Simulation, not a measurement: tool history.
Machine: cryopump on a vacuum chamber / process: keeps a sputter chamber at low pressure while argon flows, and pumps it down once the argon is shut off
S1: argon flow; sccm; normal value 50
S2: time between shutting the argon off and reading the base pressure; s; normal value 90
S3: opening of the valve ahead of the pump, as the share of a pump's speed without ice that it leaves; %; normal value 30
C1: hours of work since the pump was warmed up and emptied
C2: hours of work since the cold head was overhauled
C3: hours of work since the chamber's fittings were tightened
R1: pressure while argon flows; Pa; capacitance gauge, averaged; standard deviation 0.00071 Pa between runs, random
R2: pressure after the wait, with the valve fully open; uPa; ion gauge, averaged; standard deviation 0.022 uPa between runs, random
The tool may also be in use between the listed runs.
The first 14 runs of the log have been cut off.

run   hour  S1   S2  S3   C1   C2    C3      R1    R2
 15  171.1  50   90  36  380  380  1698  0.1065  2.33
 16  182.8  50   90  36  387  387  1705  0.1082  2.36
 17  198.1  50   90  30  397  397  1715  0.1272  2.43
 18  210.5  50  116  38  404  404  1722  0.1013  2.29
 19  225.9  27  116  55  414  414  1732  0.0388  2.29
 20  239.2  50  119  22  422  422  1740  0.1746  2.35
 21  248.4  50  119  22  428  428  1746  0.1749  2.34
     255.8  -- leaking fittings of the chamber tightened, without venting
 22  261.9  58  246  44  435  435     4  0.1028  0.37
 23  278.5  85  162  30  445  445    14  0.2180  0.48
 24  294.2  55   90  59  455  455    24  0.0740  0.73
 25  304.8  86   60  30  461  461    30  0.2231  0.96
 26  314.3  50   53  55  467  467    36  0.0720  1.02
 27  329.1  50  264  30  476  476    45  0.1286  0.37
 28  344.7  36   90  30  486  486    55  0.0921  0.69
 29  356.8  36   90  30  493  493    62  0.0926  0.75
 30  371.8  50   90  45  502  502    71  0.0860  0.73
 31  384.2  40   90  45  510  510    79  0.0703  0.74

The next listed run, before its measurement:
 32  400.0  74  86  39  520  520  89   ?   ?

{"run 32": {"R1": 0.1485, "R2": 0.82}}
With no hidden state in the tool, this same run would have given R1 0.1424 Pa, R2 0.69 uPa.
